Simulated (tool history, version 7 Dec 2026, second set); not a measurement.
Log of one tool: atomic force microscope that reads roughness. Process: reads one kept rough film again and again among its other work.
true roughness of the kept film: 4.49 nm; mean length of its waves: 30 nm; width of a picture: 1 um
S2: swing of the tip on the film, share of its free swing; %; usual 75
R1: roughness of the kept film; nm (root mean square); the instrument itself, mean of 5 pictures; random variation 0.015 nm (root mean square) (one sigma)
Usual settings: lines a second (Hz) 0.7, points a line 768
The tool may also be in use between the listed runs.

Run 1, hour 0: usual settings. Result: R1 3.283 nm (root mean square).
Run 2, hour 11: usual settings. Result: R1 3.163 nm (root mean square).
Run 3, hour 28.9: usual settings. Result: R1 3.005 nm (root mean square).
Run 4, hour 46.6: usual settings. Result: R1 2.875 nm (root mean square).
Run 5, hour 67.1: usual settings. Result: R1 2.685 nm (root mean square).
Run 6, hour 86.4: usual settings but S2 76 %. Result: R1 2.557 nm (root mean square).
Run 7, hour 101.7: usual settings but S2 76 %. Result: R1 2.465 nm (root mean square).
Run 8, hour 111.6: usual settings but S2 71 %. Result: R1 2.437 nm (root mean square).
At hour 117.5: new tip fitted.
Run 9, hour 131: usual settings. Result: R1 3.517 nm (root mean square).
Run 10, hour 147.6: usual settings but S2 86 %. Result: R1 3.25 nm (root mean square).
Run 11, hour 157.6: usual settings but S2 86 %. Result: R1 3.139 nm (root mean square).
Run 12, hour 173.7: usual settings but S2 86 %. Result: R1 3.013 nm (root mean square).
Run 13, hour 189.3: usual settings but S2 86 %. Result: R1 2.877 nm (root mean square).
Run 14, hour 209.5: usual settings but S2 76 %. Result: R1 2.743 nm (root mean square).
Run 15, hour 229.5: usual settings but points a line 272. Result: R1 2.584 nm (root mean square).
At hour 231.5: height scale calibrated on a step standard.
Run 16, hour 249.7: usual settings but S2 85 %, points a line 272. Result: R1 2.426 nm (root mean square).
Run 17, hour 265.4: usual settings but S2 77 %. Result: R1 2.378 nm (root mean square).
At hour 274.2: new tip fitted.
Run 18, hour 279.1: usual settings but S2 77 %. Result: R1 3.552 nm (root mean square).
Run 19, hour 293: usual settings but S2 77 %. Result: R1 3.397 nm (root mean square).
Run 20, hour 304.6: usual settings but S2 77 %. Result: R1 3.261 nm (root mean square).
Run 21, hour 321.4: usual settings but S2 77 %. Result: R1 3.107 nm (root mean square).
At hour 326.7: height scale calibrated on a step standard, once more.
Run 22, hour 344.2: usual settings but points a line 927. Result: R1 2.926 nm (root mean square).
Run 23, hour 358.6: usual settings but points a line 927. Result: R1 2.827 nm (root mean square).
Run 24, hour 380.3: usual settings but points a line 927. Result: R1 2.637 nm (root mean square).
Run 25, hour 395.1: usual settings but lines a second (Hz) 1.448, points a line 314. Result: R1 2.487 nm (root mean square).
Run 26, hour 405.9: usual settings but lines a second (Hz) 1.448, points a line 314. Result: R1 2.432 nm (root mean square).
Run 27, hour 426.7: usual settings but lines a second (Hz) 2.652, points a line 859. Result: R1 2.233 nm (root mean square).
At hour 430.2: new tip fitted.
Run 28, hour 447.1: usual settings but lines a second (Hz) 2.652, points a line 859. Result: R1 3.232 nm (root mean square).
Run 29, hour 465.1: usual settings but lines a second (Hz) 2.652, S2 82 %, points a line 314. Result: R1 2.924 nm (root mean square).
Run 30, hour 478.6: usual settings but lines a second (Hz) 2.652, S2 82 %, points a line 314. Result: R1 2.796 nm (root mean square).
Run 31, hour 496.9: usual settings but lines a second (Hz) 2.652, S2 82 %, points a line 314. Result: R1 2.665 nm (root mean square).
Run 32, hour 518: usual settings but lines a second (Hz) 0.721, S2 68 %, points a line 812. Result: R1 2.795 nm (root mean square).
Run 33, hour 532.8: usual settings but lines a second (Hz) 0.721, S2 88 %, points a line 812. Result: R1 2.623 nm (root mean square).
Run 34, hour 546: usual settings but lines a second (Hz) 2.02, S2 70 %. Result: R1 2.52 nm (root mean square).
Run 35, hour 556.2: usual settings but lines a second (Hz) 2.02, S2 70 %. Result: R1 2.467 nm (root mean square).
Run 36, hour 565.3: usual settings but lines a second (Hz) 0.576, S2 70 %, points a line 607. Result: R1 2.464 nm (root mean square).
Run 37, hour 576.9: usual settings but lines a second (Hz) 0.832, S2 88 %, points a line 903. Result: R1 2.341 nm (root mean square).
At hour 586.2: new tip fitted.
Run 38, hour 597.9: usual settings but lines a second (Hz) 0.832, S2 88 %, points a line 903. Result: R1 3.408 nm (root mean square).
Run 39, hour 612.8: usual settings but lines a second (Hz) 0.832, S2 88 %, points a line 903. Result: R1 3.237 nm (root mean square).
Run 40, hour 625: usual settings but lines a second (Hz) 0.832, S2 88 %, points a line 903. Result: R1 3.132 nm (root mean square).
Run 41, hour 642.5: usual settings but lines a second (Hz) 0.832, S2 88 %, points a line 903. Result: R1 2.983 nm (root mean square).
Run 42, hour 652.7: usual settings but lines a second (Hz) 2.287, S2 74 %, points a line 423. Result: R1 2.821 nm (root mean square).
Run 43, hour 669: usual settings but lines a second (Hz) 2.287, S2 74 %, points a line 423. Result: R1 2.67 nm (root mean square).
Run 44, hour 689.3: usual settings but lines a second (Hz) 2.287, S2 74 %, points a line 423. Result: R1 2.53 nm (root mean square).
Run 45, hour 701.2: usual settings but lines a second (Hz) 2.297, S2 63 %, points a line 649. Result: R1 2.553 nm (root mean square).
Run 46, hour 723: usual settings but lines a second (Hz) 1.074, S2 63 %, points a line 805. Result: R1 2.472 nm (root mean square).

Forecast each of these 5 alternatives for the next run:
Run A, hour 739.7: usual settings but points a line 568. Result: R1 ?.
Run B, hour 739.7: usual settings but lines a second (Hz) 3.009, points a line 376. Result: R1 ?.
Run C, hour 739.7: usual settings but lines a second (Hz) 2.099, S2 63 %, points a line 805. Result: R1 ?.
Run D, hour 739.7: usual settings but lines a second (Hz) 0.735, S2 76 %, points a line 964. Result: R1 ?.
Run E, hour 739.7: usual settings but lines a second (Hz) 2.511, S2 76 %, points a line 308. Result: R1 ?.

run     R1
  A   2.35
  B  2.193
  C  2.351
  D  2.388
  E  2.208
Without the tool's hidden state the same runs would have given:
run     R1
  A  3.621
  B  3.378
  C  3.621
  D  3.678
  E  3.402
